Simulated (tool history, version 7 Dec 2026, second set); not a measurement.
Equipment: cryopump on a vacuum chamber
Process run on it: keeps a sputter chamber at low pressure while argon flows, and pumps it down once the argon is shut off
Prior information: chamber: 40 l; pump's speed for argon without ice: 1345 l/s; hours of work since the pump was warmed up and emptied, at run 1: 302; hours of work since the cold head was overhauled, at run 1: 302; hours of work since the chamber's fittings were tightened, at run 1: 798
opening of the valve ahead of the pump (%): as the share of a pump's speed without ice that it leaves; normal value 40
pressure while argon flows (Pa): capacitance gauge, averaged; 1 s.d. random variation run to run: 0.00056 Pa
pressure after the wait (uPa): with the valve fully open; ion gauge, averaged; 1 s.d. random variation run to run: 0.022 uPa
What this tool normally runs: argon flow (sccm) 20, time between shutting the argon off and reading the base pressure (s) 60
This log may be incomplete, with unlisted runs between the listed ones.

run	hour	argon flow (sccm)	time between shutting the argon off and reading the base pressure (s)	opening of the valve ahead of the pump (%)	hours of work since the pump was warmed up and emptied	hours of work since the cold head was overhauled	hours of work since the chamber's fittings were tightened	pressure while argon flows (Pa)	pressure after the wait (uPa)
1	0.0	20	60	40	302	302	798	0.0640	1.70
2	63.6	20	60	44	342	342	837	0.0581	1.66
3	107.1	20	54	40	369	369	864	0.0642	1.85
4	166.9	9	60	40	406	406	901	0.0297	1.80
5	231.4	27	60	40	446	446	941	0.0881	1.85
6	273.0	20	60	40	471	471	967	0.0651	1.92
7	345.2	20	37	40	516	516	1012	0.0651	2.31
8	397.6	20	37	40	549	549	1044	0.0650	2.34
9	432.2	20	37	40	570	570	1066	0.0657	2.29
10	489.2	20	37	40	605	605	1101	0.0661	2.38
11	532.5	20	37	40	632	632	1128	0.0659	2.36
12	588.2	20	37	40	667	667	1163	0.0658	2.47
13	658.6	20	60	40	711	711	1206	0.0661	2.30
14	717.6	20	60	40	747	747	1243	0.0666	2.36
15	779.8	20	115	40	786	786	1281	0.0658	2.21
16	823.9	20	60	40	813	813	1309	0.0669	2.50
17	860.0	20	22	40	835	835	1331	0.0664	3.22
18	932.2	9	101	36	880	880	1376	0.0338	2.38
19	994.3	9	101	36	919	919	1414	0.0338	2.55
20	1061.2	9	101	36	960	960	1456	0.0327	2.50
21	1108.4	9	101	36	989	989	1485	0.0338	2.60
22	1178.6	15	77	18	1033	1033	1529	0.1079	2.68
# hour 1197.3: pump warmed up, emptied and cooled again
23	1267.4	15	77	18	43	1085	1581	0.1039	2.47
24	1316.0	15	77	18	74	1115	1611	0.1037	2.56
25	1390.1	16	20	44	120	1161	1657	0.0467	3.44
26	1438.1	20	34	40	149	1191	1686	0.0630	3.03
27	1513.3	20	34	40	196	1237	1733	0.0640	3.07
28	1550.4	17	60	40	219	1260	1756	0.0548	2.84
# hour 1591.7: leaking fittings of the chamber tightened, without venting
29	1606.7	17	85	30	253	1294	9	0.0722	0.57
30	1646.0	17	85	30	277	1318	34	0.0718	0.55
31	1706.3	17	85	30	314	1356	71	0.0719	0.65
32	1766.3	17	85	30	352	1393	108	0.0724	0.70

Describe how what the log doesn't record of the tool's condition differs between the last listed run preceding each entry between runs and the first listed run following it.
In the gap between runs 22 and 23: pump warmed up, emptied and cooled again (hour 1197.3)
  pump's speed, % of a pump's without ice: 85.4 -> 98.9; cold plate's temperature, K: 12.52 -> 12.54; leak into the chamber, uPa l/s: 2725 -> 2806
  measured minus no-state result, pressure while argon flows (Pa): +0.0034 -> +0.0004; pressure after the wait (uPa): +2.15 -> +1.94
In the gap between runs 28 and 29: leaking fittings of the chamber tightened, without venting (hour 1591.7)
  pump's speed, % of a pump's without ice: 96.6 -> 96.2; cold plate's temperature, K: 12.59 -> 12.6; leak into the chamber, uPa l/s: 3077 -> 341
  measured minus no-state result, pressure while argon flows (Pa): +0.0010 -> +0.0011; pressure after the wait (uPa): +2.21 -> +0.04
